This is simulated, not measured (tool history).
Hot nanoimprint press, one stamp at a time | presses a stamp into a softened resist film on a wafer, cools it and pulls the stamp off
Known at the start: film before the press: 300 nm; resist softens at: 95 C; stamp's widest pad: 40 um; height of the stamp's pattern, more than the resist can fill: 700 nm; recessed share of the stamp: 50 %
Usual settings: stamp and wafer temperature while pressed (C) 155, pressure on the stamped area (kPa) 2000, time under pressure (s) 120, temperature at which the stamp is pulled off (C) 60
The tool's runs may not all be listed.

run	hour	stamp and wafer temperature while pressed (C)	pressure on the stamped area (kPa)	time under pressure (s)	temperature at which the stamp is pulled off (C)	resist left under the stamp's widest pad (Å)	greatest force while the stamp is pulled off (N)
1	0.0	155	2000	120	60	1263	137
# hour 12.4: plate thermocouple calibrated
2	45.8	155	2000	152	60	1073	134
# hour 86.6: stamp cleaned and given a new release coat
3	135.3	155	2000	151	60	1100	112
4	198.5	155	2000	151	60	1112	122
# hour 279.4: press's hydraulic seals changed and the load cell set to zero
5	285.5	155	2000	139	60	1118	132
6	347.3	155	2000	139	60	1128	132
7	404.6	155	2000	139	60	1135	137
# hour 450.9: stamp cleaned and given a new release coat
# hour 492.7: plate thermocouple calibrated
8	492.7	155	2150	120	60	1108	117
9	571.0	155	2000	120	60	1161	122
10	621.7	155	1360	138	60	1338	133
11	673.7	155	1360	138	60	1369	135
12	739.5	155	1300	120	63	1464	130
13	785.0	159	2000	120	60	949	146
# hour 808.0: stamp cleaned and given a new release coat
14	855.8	165	2370	120	48	647	144

Run 15 comes next. What will it give?
15	890.6	155	2000	230	60	?	?

resist left under the stamp's widest pad (Å): 937
greatest force while the stamp is pulled off (N): 120
Without the tool's hidden state the same run would have given resist left under the stamp's widest pad (Å) 877, greatest force while the stamp is pulled off (N) 112.
